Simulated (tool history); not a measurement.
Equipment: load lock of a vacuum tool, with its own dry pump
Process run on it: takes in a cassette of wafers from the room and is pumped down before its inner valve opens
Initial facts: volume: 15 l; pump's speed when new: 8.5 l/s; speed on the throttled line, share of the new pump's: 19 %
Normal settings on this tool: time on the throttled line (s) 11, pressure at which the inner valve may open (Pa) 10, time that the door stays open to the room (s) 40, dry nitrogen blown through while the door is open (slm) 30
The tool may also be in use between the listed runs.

run	hour	time on the throttled line (s)	pressure at which the inner valve may open (Pa)	time that the door stays open to the room (s)	dry nitrogen blown through while the door is open (slm)	incoming humidity of the room's air, %	time from the closed door until the inner valve may open (s)	rise of the pressure with all valves shut (Pa/min)
1	0.0	11	10	40	30	45.3	27.8	0.364
2	358.6	12	10	40	30	47.3	28.3	0.381
3	790.6	9	10	40	30	43.5	26.0	0.378
4	1369.7	9	10	40	30	43.7	26.5	0.395
5	1869.2	9	10	40	30	49.1	27.3	0.418
6	2345.3	9	10	40	30	45.6	26.7	0.437
7	2648.1	11	10	40	17	42.6	28.5	0.445
8	2945.9	11	10	40	17	47.7	29.1	0.466
9	3278.1	17	10	40	30	43.9	32.8	0.455
10	3840.4	17	10	40	30	51.5	33.8	0.492
11	4141.1	11	8	114	27	45.6	29.8	0.512
12	4550.4	10	10	40	30	43.4	29.0	0.508
13	5085.8	10	10	40	30	42.6	28.8	0.523
14	5370.3	11	10	228	30	42.8	28.7	0.567
# hour 5581.7: dry pump taken out, an overhauled one fitted
15	5844.9	10	10	78	4	44.5	24.7	0.590
16	6239.8	10	10	78	4	43.5	24.5	0.599
17	6481.8	11	18	26	7	44.5	24.4	0.567
18	6796.7	11	18	72	7	44.2	24.4	0.601

4 ways to go on from here, each from the tool as it stands after run 18. What would each give?
A	7378.7	11	18	72	22	44.3	?	?
B	7378.7	10	14	72	7	46.0	?	?
C	7378.7	11	18	170	12	46.9	?	?
D	7378.7	11	18	37	7	44.8	?	?

run	time from the closed door until the inner valve may open (s)	rise of the pressure with all valves shut (Pa/min)
A	24.7	0.613
B	24.3	0.624
C	24.8	0.659
D	25.3	0.614
Take away the tool's hidden state, keep each run's random variation, and the runs would have read:
run	time from the closed door until the inner valve may open (s)	rise of the pressure with all valves shut (Pa/min)
A	24.0	0.059
B	23.6	0.075
C	24.1	0.106
D	24.7	0.060
